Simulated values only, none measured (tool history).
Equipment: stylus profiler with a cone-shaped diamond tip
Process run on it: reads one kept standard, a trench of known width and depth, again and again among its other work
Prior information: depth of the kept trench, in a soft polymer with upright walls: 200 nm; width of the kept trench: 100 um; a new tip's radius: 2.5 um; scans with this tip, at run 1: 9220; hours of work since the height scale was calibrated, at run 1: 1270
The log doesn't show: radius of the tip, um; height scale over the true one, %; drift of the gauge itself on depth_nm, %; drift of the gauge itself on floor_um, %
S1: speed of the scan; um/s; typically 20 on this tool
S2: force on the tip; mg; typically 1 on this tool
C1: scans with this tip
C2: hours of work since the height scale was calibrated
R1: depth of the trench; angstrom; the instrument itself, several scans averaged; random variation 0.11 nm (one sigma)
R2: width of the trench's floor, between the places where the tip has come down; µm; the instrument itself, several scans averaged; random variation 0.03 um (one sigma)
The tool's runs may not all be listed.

{"run": 1, "hour": 0.0, "S1": 20, "S2": 1, "C1": 9220, "C2": 1270, "R1": 2025.4, "R2": 97.38}
{"run": 2, "hour": 57.3, "S1": 20, "S2": 1, "C1": 9408, "C2": 1295, "R1": 2028.9, "R2": 97.46}
{"run": 3, "hour": 112.1, "S1": 20, "S2": 1, "C1": 9588, "C2": 1320, "R1": 2029.8, "R2": 97.45}
{"run": 4, "hour": 148.5, "S1": 16, "S2": 1, "C1": 9708, "C2": 1337, "R1": 2030.2, "R2": 97.39}
{"run": 5, "hour": 222.8, "S1": 16, "S2": 1, "C1": 9952, "C2": 1370, "R1": 2027.8, "R2": 97.38}
{"run": 6, "hour": 264.7, "S1": 20, "S2": 1, "C1": 10090, "C2": 1389, "R1": 2027.1, "R2": 97.41}
{"run": 7, "hour": 323.4, "S1": 20, "S2": 1, "C1": 10283, "C2": 1416, "R1": 2030.3, "R2": 97.43}
{"run": 8, "hour": 360.9, "S1": 20, "S2": 1, "C1": 10406, "C2": 1433, "R1": 2029.3, "R2": 97.39}
{"run": 9, "hour": 414.4, "S1": 20, "S2": 1, "C1": 10582, "C2": 1457, "R1": 2029.6, "R2": 97.38}
{"run": 10, "hour": 469.5, "S1": 20, "S2": 1, "C1": 10763, "C2": 1482, "R1": 2028.3, "R2": 97.37}
{"run": 11, "hour": 537.0, "S1": 20, "S2": 1, "C1": 10985, "C2": 1513, "R1": 2028.4, "R2": 97.34}
{"run": 12, "hour": 576.9, "S1": 20, "S2": 1.06, "C1": 11116, "C2": 1531, "R1": 2032.1, "R2": 97.31}
{"run": 13, "hour": 612.8, "S1": 10, "S2": 1.75, "C1": 11234, "C2": 1547, "R1": 2037.3, "R2": 97.35}
{"hour": 617.3, "done": "height scale calibrated on a step standard"}
{"run": 14, "hour": 685.9, "S1": 10, "S2": 1.75, "C1": 11472, "C2": 31, "R1": 2041.9, "R2": 97.33}
{"run": 15, "hour": 735.2, "S1": 32, "S2": 1.21, "C1": 11634, "C2": 53, "R1": 2040.7, "R2": 97.25}
{"run": 16, "hour": 777.0, "S1": 78, "S2": 1.21, "C1": 11772, "C2": 72, "R1": 2039.1, "R2": 97.05}
{"run": 17, "hour": 838.1, "S1": 41, "S2": 0.61, "C1": 11972, "C2": 100, "R1": 2031.1, "R2": 97.16}
{"run": 18, "hour": 892.6, "S1": 20, "S2": 1.31, "C1": 12151, "C2": 125, "R1": 2040.4, "R2": 97.27}
{"run": 19, "hour": 939.3, "S1": 6, "S2": 0.49, "C1": 12305, "C2": 146, "R1": 2030.2, "R2": 97.32}
{"hour": 960.6, "done": "height scale calibrated on a step standard, once more"}
{"run": 20, "hour": 1015.2, "S1": 36, "S2": 0.71, "C1": 12553, "C2": 25, "R1": 2013.4, "R2": 97.16}
{"run": 21, "hour": 1061.8, "S1": 70, "S2": 0.44, "C1": 12706, "C2": 46, "R1": 2009.7, "R2": 96.94}
{"run": 22, "hour": 1130.7, "S1": 5, "S2": 0.49, "C1": 12932, "C2": 77, "R1": 2010.8, "R2": 97.36}
{"run": 23, "hour": 1189.5, "S1": 5, "S2": 0.49, "C1": 13125, "C2": 104, "R1": 2008.2, "R2": 97.23}
{"run": 24, "hour": 1247.5, "S1": 5, "S2": 0.49, "C1": 13316, "C2": 130, "R1": 2012.4, "R2": 97.3}

What differs in the tool's unlogged condition from the final listed run ahead of each entry between runs to the first listed run following it?
Run 13 -> run 14: height scale calibrated on a step standard (hour 617.3)
  radius of the tip, um: 4.28 -> 4.32; height scale over the true one, %: 0.73 -> 1.033
  the result without the hidden state subtracted from the measured one, R1: +14.8 -> +20.9 angstrom; R2: -0.63 -> -0.64 µm
Run 19 -> run 20: height scale calibrated on a step standard, once more (hour 960.6)
  radius of the tip, um: 4.45 -> 4.49; height scale over the true one, %: 1.085 -> 0.023
  the result without the hidden state subtracted from the measured one, R1: +21.8 -> +0.5 angstrom; R2: -0.68 -> -0.69 µm
